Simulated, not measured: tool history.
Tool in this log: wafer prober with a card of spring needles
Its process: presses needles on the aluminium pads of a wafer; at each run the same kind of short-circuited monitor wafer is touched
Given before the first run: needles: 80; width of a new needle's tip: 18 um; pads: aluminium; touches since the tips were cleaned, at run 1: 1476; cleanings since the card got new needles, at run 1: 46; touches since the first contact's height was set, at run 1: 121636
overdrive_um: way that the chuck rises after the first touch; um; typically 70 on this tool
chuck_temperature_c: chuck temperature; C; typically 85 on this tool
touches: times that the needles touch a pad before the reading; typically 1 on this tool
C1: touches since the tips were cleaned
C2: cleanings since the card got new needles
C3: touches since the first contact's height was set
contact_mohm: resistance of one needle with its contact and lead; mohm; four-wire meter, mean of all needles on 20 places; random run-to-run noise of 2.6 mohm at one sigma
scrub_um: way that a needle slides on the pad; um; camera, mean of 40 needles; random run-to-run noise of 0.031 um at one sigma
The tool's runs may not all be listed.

Run 1, hour 0.0: usual settings; C1 1476; C2 46; C3 121636. Result: contact_mohm 404 mohm, scrub_um 17.15 um.
At hour 31.2: tips cleaned on abrasive film.
Run 2, hour 39.2: usual settings; C1 1743; C2 47; C3 130112. Result: contact_mohm 425 mohm, scrub_um 17.15 um.
At hour 68.7: tips cleaned on abrasive film.
Run 3, hour 99.8: usual settings; C1 6746; C2 48; C3 143215. Result: contact_mohm 563 mohm, scrub_um 17.08 um.
At hour 107.6: tips cleaned on abrasive film.
Run 4, hour 140.4: usual settings; C1 7100; C2 49; C3 151995. Result: contact_mohm 568 mohm, scrub_um 17.07 um.
At hour 145.4: tips cleaned on abrasive film.
At hour 151.4: height of the first contact set anew.
At hour 185.9: tips cleaned on abrasive film.
Run 5, hour 191.0: usual settings; C1 1094; C2 51; C3 8553. Result: contact_mohm 369 mohm, scrub_um 17.46 um.
At hour 225.6: tips cleaned on abrasive film.
Run 6, hour 253.2: usual settings; C1 5969; C2 52; C3 22010. Result: contact_mohm 535 mohm, scrub_um 17.45 um.
At hour 264.1: tips cleaned on abrasive film.
Run 7, hour 292.3: usual settings; C1 6110; C2 53; C3 30468. Result: contact_mohm 544 mohm, scrub_um 17.42 um.
At hour 302.9: tips cleaned on abrasive film.
At hour 341.7: tips cleaned on abrasive film.
Run 8, hour 341.7: usual settings; C1 0; C2 55; C3 41135. Result: contact_mohm 309 mohm, scrub_um 17.38 um.
At hour 382.4: tips cleaned on abrasive film.
Run 9, hour 388.6: usual settings; C1 1361; C2 56; C3 51274. Result: contact_mohm 397 mohm, scrub_um 17.28 um.
At hour 420.4: tips cleaned on abrasive film.
Run 10, hour 421.6: usual settings but touches 3; C1 257; C2 57; C3 58395. Result: contact_mohm 304 mohm, scrub_um 17.24 um.
At hour 461.1: tips cleaned on abrasive film.
Run 11, hour 474.5: usual settings but touches 3; C1 2907; C2 58; C3 69844. Result: contact_mohm 356 mohm, scrub_um 17.26 um.
At hour 501.3: tips cleaned on abrasive film.
Run 12, hour 515.8: usual settings but overdrive_um 76 um, chuck_temperature_c 104 C; C1 3139; C2 59; C3 78766. Result: contact_mohm 476 mohm, scrub_um 18.71 um.
At hour 544.1: tips cleaned on abrasive film.
Run 13, hour 562.8: usual settings but overdrive_um 74 um, chuck_temperature_c 50 C; C1 4052; C2 60; C3 88937. Result: contact_mohm 499 mohm, scrub_um 18.20 um.
At hour 582.0: tips cleaned on abrasive film.
Run 14, hour 606.0: usual settings but overdrive_um 74 um, chuck_temperature_c 50 C; C1 5189; C2 61; C3 98258. Result: contact_mohm 518 mohm, scrub_um 18.13 um.
At hour 621.7: tips cleaned on abrasive film.
At hour 659.5: tips cleaned on abrasive film.
Run 15, hour 670.0: usual settings but chuck_temperature_c 56 C; C1 2268; C2 63; C3 112086. Result: contact_mohm 434 mohm, scrub_um 17.10 um.
At hour 701.2: tips cleaned on abrasive film.
Run 16, hour 715.2: usual settings but chuck_temperature_c 56 C; C1 3029; C2 64; C3 121857. Result: contact_mohm 494 mohm, scrub_um 17.06 um.
At hour 741.0: tips cleaned on abrasive film.
Run 17, hour 757.0: usual settings but overdrive_um 85 um, chuck_temperature_c 87 C, touches 3; C1 3470; C2 65; C3 130905. Result: contact_mohm 342 mohm, scrub_um 20.80 um.
At hour 784.1: tips cleaned on abrasive film.
Run 18, hour 801.9: usual settings but overdrive_um 85 um, chuck_temperature_c 87 C, touches 3; C1 3856; C2 66; C3 140600. Result: contact_mohm 348 mohm, scrub_um 20.72 um.
At hour 825.2: tips cleaned on abrasive film.
Run 19, hour 839.2: usual settings but overdrive_um 88 um, chuck_temperature_c 62 C, touches 2; C1 3027; C2 67; C3 148669. Result: contact_mohm 372 mohm, scrub_um 21.54 um.
At hour 865.5: tips cleaned on abrasive film.
At hour 865.8: height of the first contact set anew.
At hour 903.8: tips cleaned on abrasive film.
Run 20, hour 909.4: usual settings but overdrive_um 88 um, chuck_temperature_c 62 C, touches 2; C1 1202; C2 69; C3 9425. Result: contact_mohm 325 mohm, scrub_um 22.02 um.
At hour 944.3: tips cleaned on abrasive film.
Run 21, hour 959.0: usual settings but overdrive_um 62 um, chuck_temperature_c 120 C, touches 2; C1 3182; C2 70; C3 20157. Result: contact_mohm 435 mohm, scrub_um 15.44 um.
At hour 984.5: tips cleaned on abrasive film.
Run 22, hour 989.1: usual settings but overdrive_um 55 um, chuck_temperature_c 39 C, touches 2; C1 1000; C2 71; C3 26656. Result: contact_mohm 389 mohm, scrub_um 13.65 um.

Predict each of these 4 candidate next runs independently; none follows another, all start after run 22:
At hour 1023.6: tips cleaned on abrasive film.
Run A, hour 1054.5: usual settings but overdrive_um 86 um, touches 2; C1 6704; C2 72; C3 40819. Result: contact_mohm ?, scrub_um ?.
At hour 1023.6: tips cleaned on abrasive film.
Run B, hour 1054.5: usual settings but overdrive_um 83 um, chuck_temperature_c 32 C; C1 6704; C2 72; C3 40819. Result: contact_mohm ?, scrub_um ?.
At hour 1023.6: tips cleaned on abrasive film.
Run C, hour 1054.5: usual settings but overdrive_um 66 um, chuck_temperature_c 44 C; C1 6704; C2 72; C3 40819. Result: contact_mohm ?, scrub_um ?.
At hour 1023.6: tips cleaned on abrasive film.
Run D, hour 1054.5: usual settings but overdrive_um 54 um, chuck_temperature_c 29 C; C1 6704; C2 72; C3 40819. Result: contact_mohm ?, scrub_um ?.

run  contact_mohm  scrub_um
  A           397     21.39
  B           485     20.59
  C           608     16.43
  D           767     13.34
Take away the tool's hidden state, keep each run's random variation, and the runs would have read:
run  contact_mohm  scrub_um
  A           288     21.49
  B           273     20.69
  C           285     16.53
  D           282     13.44

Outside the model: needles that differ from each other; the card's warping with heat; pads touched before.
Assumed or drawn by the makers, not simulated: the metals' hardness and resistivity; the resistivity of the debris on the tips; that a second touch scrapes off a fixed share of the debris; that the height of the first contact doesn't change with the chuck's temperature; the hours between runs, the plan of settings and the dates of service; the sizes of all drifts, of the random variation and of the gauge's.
